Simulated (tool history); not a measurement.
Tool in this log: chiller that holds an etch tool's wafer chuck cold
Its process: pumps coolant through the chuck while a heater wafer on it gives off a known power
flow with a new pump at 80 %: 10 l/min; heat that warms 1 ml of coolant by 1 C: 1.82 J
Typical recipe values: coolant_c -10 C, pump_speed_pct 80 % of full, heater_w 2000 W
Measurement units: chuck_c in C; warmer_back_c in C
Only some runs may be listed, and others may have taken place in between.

run 1 hour=0 | coolant_c=-10 pump_speed_pct=80 heater_w=2000 | chuck_c=4.7 warmer_back_c=6.64
run 2 hour=50.9 | coolant_c=-10 pump_speed_pct=80 heater_w=2000 | chuck_c=4.9 warmer_back_c=6.76
run 3 hour=104.5 | coolant_c=-10 pump_speed_pct=80 heater_w=2000 | chuck_c=4.7 warmer_back_c=6.72
run 4 hour=133.9 | coolant_c=-10 pump_speed_pct=80 heater_w=2000 | chuck_c=4.8 warmer_back_c=6.68
run 5 hour=160.8 | coolant_c=-10 pump_speed_pct=80 heater_w=2000 | chuck_c=5.1 warmer_back_c=6.65
run 6 hour=199.2 | coolant_c=-10 pump_speed_pct=80 heater_w=2000 | chuck_c=4.8 warmer_back_c=6.68
run 7 hour=232.8 | coolant_c=-10 pump_speed_pct=89 heater_w=2000 | chuck_c=3.6 warmer_back_c=5.99
run 8 hour=268.3 | coolant_c=-10 pump_speed_pct=89 heater_w=2000 | chuck_c=3.8 warmer_back_c=5.99
run 9 hour=321.7 | coolant_c=-14 pump_speed_pct=80 heater_w=2000 | chuck_c=1 warmer_back_c=6.73
run 10 hour=366.7 | coolant_c=-14 pump_speed_pct=80 heater_w=2000 | chuck_c=0.8 warmer_back_c=6.77
-- hour=376.5 coolant pump overhauled
run 11 hour=427.5 | coolant_c=-10 pump_speed_pct=80 heater_w=2000 | chuck_c=5 warmer_back_c=6.79
run 12 hour=462.2 | coolant_c=-9 pump_speed_pct=94 heater_w=2705 | chuck_c=8.8 warmer_back_c=7.79
-- hour=510.5 chiller's thermometer calibrated
run 13 hour=523.1 | coolant_c=-4 pump_speed_pct=61 heater_w=1053 | chuck_c=6.3 warmer_back_c=4.79
run 14 hour=580.7 | coolant_c=-8 pump_speed_pct=73 heater_w=2035 | chuck_c=8.9 warmer_back_c=7.7
run 15 hour=607.6 | coolant_c=-8 pump_speed_pct=88 heater_w=2035 | chuck_c=6.6 warmer_back_c=6.26
-- hour=648.7 coolant pump overhauled, once more
run 16 hour=674.4 | coolant_c=-8 pump_speed_pct=88 heater_w=2035 | chuck_c=6.3 warmer_back_c=6.13
run 17 hour=719.4 | coolant_c=-19 pump_speed_pct=69 heater_w=1468 | chuck_c=-6.6 warmer_back_c=5.71
run 18 hour=781.5 | coolant_c=-7 pump_speed_pct=91 heater_w=1187 | chuck_c=0.9 warmer_back_c=3.46
run 19 hour=826 | coolant_c=-7 pump_speed_pct=80 heater_w=2084 | chuck_c=8.9 warmer_back_c=6.97
run 20 hour=886.9 | coolant_c=-10 pump_speed_pct=92 heater_w=1435 | chuck_c=-0.2 warmer_back_c=4.13
run 21 hour=918.9 | coolant_c=-10 pump_speed_pct=69 heater_w=2000 | chuck_c=7.4 warmer_back_c=7.8
run 22 hour=968.1 | coolant_c=-10 pump_speed_pct=69 heater_w=2000 | chuck_c=7.3 warmer_back_c=7.86

Results per run with the tool's hidden condition removed, run-to-run variation unchanged:
What the log doesn't record here: heat passed by the chuck's channels, % of clean ones'; flow at a given pump speed, % of a new pump's; coolant's true temperature over the reading, C; drift of the gauge itself on chuck_c, C; drift of the gauge itself on warmer_back_c, C.
run=1 chuck_c=3.1 warmer_back_c=6.56
run=2 chuck_c=3.3 warmer_back_c=6.68
run=3 chuck_c=3.1 warmer_back_c=6.63
run=4 chuck_c=3.2 warmer_back_c=6.58
run=5 chuck_c=3.5 warmer_back_c=6.55
run=6 chuck_c=3.1 warmer_back_c=6.58
run=7 chuck_c=2.2 warmer_back_c=5.9
run=8 chuck_c=2.3 warmer_back_c=5.9
run=9 chuck_c=-0.7 warmer_back_c=6.62
run=10 chuck_c=-0.9 warmer_back_c=6.65
run=11 chuck_c=3.2 warmer_back_c=6.58
run=12 chuck_c=6.6 warmer_back_c=7.55
run=13 chuck_c=4.9 warmer_back_c=4.64
run=14 chuck_c=6.6 warmer_back_c=7.44
run=15 chuck_c=4.6 warmer_back_c=6.05
run=16 chuck_c=4.5 warmer_back_c=6.08
run=17 chuck_c=-8.1 warmer_back_c=5.66
run=18 chuck_c=-0.1 warmer_back_c=3.43
run=19 chuck_c=6.9 warmer_back_c=6.9
run=20 chuck_c=-1.5 warmer_back_c=4.09
run=21 chuck_c=5.2 warmer_back_c=7.71
run=22 chuck_c=5.1 warmer_back_c=7.76

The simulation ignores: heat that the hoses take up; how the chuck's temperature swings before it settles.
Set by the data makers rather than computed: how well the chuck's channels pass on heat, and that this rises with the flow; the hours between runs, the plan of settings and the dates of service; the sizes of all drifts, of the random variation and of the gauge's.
